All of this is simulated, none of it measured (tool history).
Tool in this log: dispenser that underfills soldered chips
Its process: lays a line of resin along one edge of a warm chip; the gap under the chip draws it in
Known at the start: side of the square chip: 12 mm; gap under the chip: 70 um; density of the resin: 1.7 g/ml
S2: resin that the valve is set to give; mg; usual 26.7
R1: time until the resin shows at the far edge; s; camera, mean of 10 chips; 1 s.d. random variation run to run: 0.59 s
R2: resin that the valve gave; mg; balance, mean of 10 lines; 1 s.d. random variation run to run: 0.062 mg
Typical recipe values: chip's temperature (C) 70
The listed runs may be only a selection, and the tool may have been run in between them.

Run 1, hour 0: usual settings. Result: R1 61 s, R2 25.94 mg.
Run 2, hour 3.5: usual settings but chip's temperature (C) 77. Result: R1 51.4 s, R2 25.88 mg.
Run 3, hour 6.3: usual settings but chip's temperature (C) 77. Result: R1 55.1 s, R2 25.92 mg.
Run 4, hour 9: usual settings. Result: R1 53.7 s, R2 25.83 mg.
Run 5, hour 12.2: usual settings. Result: R1 58.5 s, R2 25.72 mg.
Run 6, hour 17.8: usual settings. Result: R1 67.1 s, R2 26.7 mg.
Run 7, hour 21.4: usual settings but chip's temperature (C) 85. Result: R1 39.8 s, R2 26.61 mg.
Run 8, hour 26.5: usual settings. Result: R1 52.3 s, R2 26.55 mg.
Run 9, hour 29.1: usual settings. Result: R1 57.8 s, R2 26.6 mg.
Run 10, hour 31.4: usual settings. Result: R1 61.4 s, R2 26.41 mg.
Run 11, hour 36.5: usual settings. Result: R1 70.3 s, R2 26.45 mg.
Run 12, hour 41.9: usual settings. Result: R1 56.6 s, R2 26.27 mg.
Run 13, hour 46.5: usual settings. Result: R1 64 s, R2 26.29 mg.
Run 14, hour 49.5: usual settings but chip's temperature (C) 71. Result: R1 67.4 s, R2 26.2 mg.
Run 15, hour 53.7: usual settings but chip's temperature (C) 74, S2 23.1 mg. Result: R1 45.8 s, R2 22.63 mg.
Run 16, hour 57.8: usual settings but chip's temperature (C) 63, S2 30.5 mg. Result: R1 76.5 s, R2 29.73 mg.
Run 17, hour 60: usual settings but chip's temperature (C) 63, S2 30.5 mg. Result: R1 80.5 s, R2 29.92 mg.
Run 18, hour 64.9: usual settings but chip's temperature (C) 56, S2 23.9 mg. Result: R1 131.9 s, R2 23.28 mg.
Run 19, hour 67.6: usual settings but S2 27.4 mg. Result: R1 76.6 s, R2 26.7 mg.
Run 20, hour 71.5: usual settings but chip's temperature (C) 59. Result: R1 89.2 s, R2 25.93 mg.
Run 21, hour 74.9: usual settings but chip's temperature (C) 80, S2 33.9 mg. Result: R1 40.1 s, R2 32.85 mg.
Run 22, hour 79: usual settings but chip's temperature (C) 68, S2 33.9 mg. Result: R1 73.5 s, R2 32.99 mg.
Run 23, hour 83.9: usual settings but chip's temperature (C) 68, S2 33.9 mg. Result: R1 55.4 s, R2 32.86 mg.
Run 24, hour 87.8: usual settings but chip's temperature (C) 68, S2 33.9 mg. Result: R1 61.6 s, R2 32.68 mg.
Run 25, hour 91.9: usual settings but chip's temperature (C) 62, S2 29.5 mg. Result: R1 85.7 s, R2 29.49 mg.
Run 26, hour 95: usual settings but chip's temperature (C) 68, S2 34.5 mg. Result: R1 71.6 s, R2 34.43 mg.

The log once held 8 entries between its listed runs, left out of this copy. Where does each go, and what is different about the tool's unlogged condition between the listed run before it and the listed run after it?
Logged between run 3 and run 4: new syringe of resin (hour 7.8)
  resin's viscosity, % of fresh resin's: 142.4 -> 104.4; dose that the valve gives, % of what is set: 96.83 -> 96.71
  the result without the hidden state subtracted from the measured one, R1: +16.8 -> +2.8 s; R2: -0.84 -> -0.88 mg
Logged between run 5 and run 6: dispensing valve cleaned and set on the balance (hour 15.3)
  resin's viscosity, % of fresh resin's: 113.5 -> 128.2; dose that the valve gives, % of what is set: 96.55 -> 99.95; true chip temperature over the reading, C: -0.15 -> -0.17
  the result without the hidden state subtracted from the measured one, R1: +7.5 -> +15.1 s; R2: -0.92 -> -0.01 mg
Logged between run 7 and run 8: new syringe of resin (hour 24)
  resin's viscosity, % of fresh resin's: 141.3 -> 104.8; dose that the valve gives, % of what is set: 99.76 -> 99.54; true chip temperature over the reading, C: -0.18 -> -0.19
  the result without the hidden state subtracted from the measured one, R1: +11.9 -> +2.8 s; R2: -0.07 -> -0.13 mg
Logged between run 11 and run 12: new syringe of resin (hour 38.7)
  resin's viscosity, % of fresh resin's: 136.9 -> 110.3; dose that the valve gives, % of what is set: 99.03 -> 98.76; true chip temperature over the reading, C: -0.23 -> -0.24
  the result without the hidden state subtracted from the measured one, R1: +19.6 -> +5.9 s; R2: -0.26 -> -0.33 mg
Logged between run 14 and run 15: new syringe of resin (hour 53.7)
  resin's viscosity, % of fresh resin's: 134.8 -> 101; dose that the valve gives, % of what is set: 98.36 -> 98.15; true chip temperature over the reading, C: -0.27 -> -0.28
  the result without the hidden state subtracted from the measured one, R1: +18.1 -> +1.2 s; R2: -0.43 -> -0.42 mg
Logged between run 19 and run 20: new syringe of resin (hour 68.5)
  resin's viscosity, % of fresh resin's: 146.1 -> 108.1; dose that the valve gives, % of what is set: 97.45 -> 97.29; true chip temperature over the reading, C: -0.32 -> -0.33
  the result without the hidden state subtracted from the measured one, R1: +25.1 -> +8.1 s; R2: -0.7 -> -0.72 mg
Logged between run 22 and run 23: new syringe of resin (hour 83.4)
  resin's viscosity, % of fresh resin's: 132 -> 100.4; dose that the valve gives, % of what is set: 96.88 -> 96.65; true chip temperature over the reading, C: -0.36 -> -0.37
  the result without the hidden state subtracted from the measured one, R1: +18.6 -> +1.1 s; R2: -1.06 -> -1.14 mg
Logged between run 24 and run 25: dispensing valve cleaned and set on the balance (hour 91.9)
  resin's viscosity, % of fresh resin's: 111.3 -> 120.9; dose that the valve gives, % of what is set: 96.46 -> 99.8; true chip temperature over the reading, C: -0.39 -> -0.4
  the result without the hidden state subtracted from the measured one, R1: +7.2 -> +16.1 s; R2: -1.2 -> -0.06 mg
